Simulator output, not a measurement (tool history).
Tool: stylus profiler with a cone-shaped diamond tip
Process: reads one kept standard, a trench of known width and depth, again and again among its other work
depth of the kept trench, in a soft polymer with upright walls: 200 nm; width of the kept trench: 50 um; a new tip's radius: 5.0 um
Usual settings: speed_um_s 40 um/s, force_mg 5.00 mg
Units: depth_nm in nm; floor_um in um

| run | hour | speed_um_s | force_mg | depth_nm | floor_um |
|---|---|---|---|---|---|
| 1 | 0.0 | 40 | 5.00 | 203.94 | 45.33 |
| 2 | 76.6 | 40 | 11.24 | 207.77 | 45.38 |
| 3 | 127.0 | 57 | 11.24 | 207.84 | 45.31 |
| 4 | 203.9 | 57 | 11.24 | 207.63 | 45.28 |
| 5 | 284.1 | 57 | 11.42 | 207.69 | 45.24 |
| 6 | 362.1 | 57 | 11.42 | 207.74 | 45.12 |
| 7 | 442.3 | 37 | 5.00 | 204.09 | 45.15 |
| 8 | 508.8 | 152 | 5.00 | 204.07 | 44.83 |
| 9 | 569.3 | 40 | 6.63 | 204.90 | 45.04 |
| 10 | 605.3 | 40 | 6.63 | 205.08 | 45.09 |
| 11 | 678.7 | 40 | 5.00 | 203.95 | 45.03 |
| 12 | 723.1 | 40 | 5.00 | 203.81 | 44.96 |
| 13 | 774.0 | 22 | 6.08 | 204.47 | 44.98 |
| 14 | 838.2 | 22 | 6.08 | 204.61 | 44.95 |
| 15 | 902.9 | 12 | 5.98 | 204.38 | 44.90 |
|  | 907.8 | height scale calibrated on a step standard |
| 16 | 949.3 | 21 | 9.95 | 206.12 | 44.99 |
|  | 986.2 | new tip fitted, height scale calibrated |
| 17 | 1007.3 | 138 | 2.18 | 202.74 | 46.76 |
| 18 | 1059.2 | 138 | 2.18 | 202.81 | 46.67 |
| 19 | 1096.6 | 89 | 1.79 | 202.54 | 46.78 |

Run 20 comes next. What will it give?
| 20 | 1173.7 | 89 | 1.79 | ? | ? |

depth_nm: 202.31 nm
floor_um: 46.70 um
Without the tool's hidden state the same run would have given depth_nm 202.38 nm, floor_um 46.89 um.
